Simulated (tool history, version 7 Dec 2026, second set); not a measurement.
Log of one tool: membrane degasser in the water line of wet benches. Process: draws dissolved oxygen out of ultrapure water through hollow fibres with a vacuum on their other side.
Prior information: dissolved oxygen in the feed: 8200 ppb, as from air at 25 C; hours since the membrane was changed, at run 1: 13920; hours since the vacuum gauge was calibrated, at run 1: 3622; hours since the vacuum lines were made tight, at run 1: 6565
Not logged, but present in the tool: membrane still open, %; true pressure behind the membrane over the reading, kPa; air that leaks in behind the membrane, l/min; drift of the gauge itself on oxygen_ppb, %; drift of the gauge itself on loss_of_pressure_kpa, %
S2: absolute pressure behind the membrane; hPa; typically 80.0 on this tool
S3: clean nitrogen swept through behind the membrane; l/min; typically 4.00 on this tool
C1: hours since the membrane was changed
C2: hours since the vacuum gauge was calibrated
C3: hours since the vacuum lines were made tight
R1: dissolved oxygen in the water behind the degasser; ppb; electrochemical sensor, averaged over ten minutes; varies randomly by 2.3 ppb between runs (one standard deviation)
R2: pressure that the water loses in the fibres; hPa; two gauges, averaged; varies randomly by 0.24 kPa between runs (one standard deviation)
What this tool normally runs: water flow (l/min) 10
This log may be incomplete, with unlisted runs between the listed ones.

run 1 day=0.000 | water_flow_(l/min)=10 S2=80.0 S3=4.00 | C1=13920 C2=3622 C3=6565 | R1=300.0 R2=681.1
run 2 day=12.571 | water_flow_(l/min)=10 S2=80.0 S3=4.00 | C1=14221 C2=3923 C3=6866 | R1=301.8 R2=678.0
run 3 day=25.454 | water_flow_(l/min)=8 S2=80.0 S3=4.00 | C1=14531 C2=4233 C3=7176 | R1=177.4 R2=549.2
run 4 day=34.967 | water_flow_(l/min)=8 S2=80.0 S3=4.00 | C1=14759 C2=4461 C3=7404 | R1=178.9 R2=547.9
run 5 day=49.454 | water_flow_(l/min)=10 S2=80.0 S3=8.21 | C1=15106 C2=4809 C3=7752 | R1=291.0 R2=682.4
run 6 day=57.967 | water_flow_(l/min)=10 S2=80.0 S3=4.00 | C1=15311 C2=5013 C3=7956 | R1=310.7 R2=687.4
run 7 day=64.683 | water_flow_(l/min)=13 S2=80.0 S3=4.00 | C1=15472 C2=5174 C3=8117 | R1=529.7 R2=895.9
run 8 day=78.083 | water_flow_(l/min)=13 S2=80.0 S3=4.00 | C1=15794 C2=5496 C3=8439 | R1=527.4 R2=890.2
-- day=87.062 seals of the vacuum lines changed
-- day=90.012 vacuum gauge calibrated
run 9 day=92.162 | water_flow_(l/min)=10 S2=80.0 S3=4.00 | C1=16129 C2=52 C3=122 | R1=315.3 R2=693.4
run 10 day=99.304 | water_flow_(l/min)=10 S2=80.0 S3=4.00 | C1=16300 C2=223 C3=293 | R1=312.3 R2=691.3
run 11 day=113.775 | water_flow_(l/min)=10 S2=80.0 S3=4.00 | C1=16648 C2=570 C3=641 | R1=317.8 R2=689.2
run 12 day=120.617 | water_flow_(l/min)=10 S2=80.0 S3=4.00 | C1=16812 C2=735 C3=805 | R1=321.9 R2=697.1
-- day=132.629 vacuum gauge calibrated, once more
run 13 day=135.838 | water_flow_(l/min)=10 S2=84.4 S3=1.68 | C1=17177 C2=77 C3=1170 | R1=361.5 R2=700.1
run 14 day=145.521 | water_flow_(l/min)=10 S2=84.4 S3=1.68 | C1=17409 C2=309 C3=1402 | R1=364.9 R2=699.6
run 15 day=155.092 | water_flow_(l/min)=15 S2=80.0 S3=4.00 | C1=17639 C2=539 C3=1632 | R1=719.8 R2=1046.3
run 16 day=167.112 | water_flow_(l/min)=10 S2=198.6 S3=6.78 | C1=17927 C2=828 C3=1920 | R1=349.1 R2=699.7
run 17 day=175.729 | water_flow_(l/min)=10 S2=80.0 S3=4.27 | C1=18134 C2=1034 C3=2127 | R1=320.8 R2=700.8
run 18 day=190.558 | water_flow_(l/min)=9 S2=124.4 S3=6.83 | C1=18490 C2=1390 C3=2483 | R1=259.8 R2=637.9
-- day=202.192 membrane cartridge changed
run 19 day=203.862 | water_flow_(l/min)=9 S2=124.4 S3=6.83 | C1=40 C2=1706 C3=2798 | R1=178.9 R2=559.6
run 20 day=210.142 | water_flow_(l/min)=9 S2=124.4 S3=6.83 | C1=191 C2=1856 C3=2949 | R1=176.8 R2=562.6
run 21 day=218.475 | water_flow_(l/min)=7 S2=83.9 S3=6.83 | C1=391 C2=2056 C3=3149 | R1=79.7 R2=438.6
run 22 day=225.725 | water_flow_(l/min)=8 S2=166.8 S3=11.48 | C1=565 C2=2230 C3=3323 | R1=129.6 R2=504.1
run 23 day=239.488 | water_flow_(l/min)=8 S2=166.8 S3=11.48 | C1=895 C2=2561 C3=3653 | R1=127.3 R2=502.1
run 24 day=251.254 | water_flow_(l/min)=8 S2=81.9 S3=10.01 | C1=1178 C2=2843 C3=3936 | R1=114.4 R2=498.2

Predict each of these 5 candidate next runs independently; none follows another, all start after run 24:
run A day=264.258 | water_flow_(l/min)=10 S2=86.2 S3=4.00 | C1=1490 C2=3155 C3=4248 | R1=? R2=?
run B day=264.258 | water_flow_(l/min)=8 S2=81.9 S3=4.30 | C1=1490 C2=3155 C3=4248 | R1=? R2=?
run C day=264.258 | water_flow_(l/min)=10 S2=80.0 S3=1.75 | C1=1490 C2=3155 C3=4248 | R1=? R2=?
run D day=264.258 | water_flow_(l/min)=7 S2=196.2 S3=2.00 | C1=1490 C2=3155 C3=4248 | R1=? R2=?
run E day=264.258 | water_flow_(l/min)=10 S2=80.0 S3=9.51 | C1=1490 C2=3155 C3=4248 | R1=? R2=?

run=A R1=232.5 R2=629.7
run=B R1=131.2 R2=501.8
run=C R1=270.9 R2=627.2
run=D R1=209.7 R2=439.8
run=E R1=217.4 R2=633.3
Had the tool no hidden state, the same runs would have come out as:
run=A R1=224.3 R2=624.0
run=B R1=125.7 R2=497.2
run=C R1=260.7 R2=621.5
run=D R1=202.3 R2=435.8
run=E R1=209.8 R2=627.5
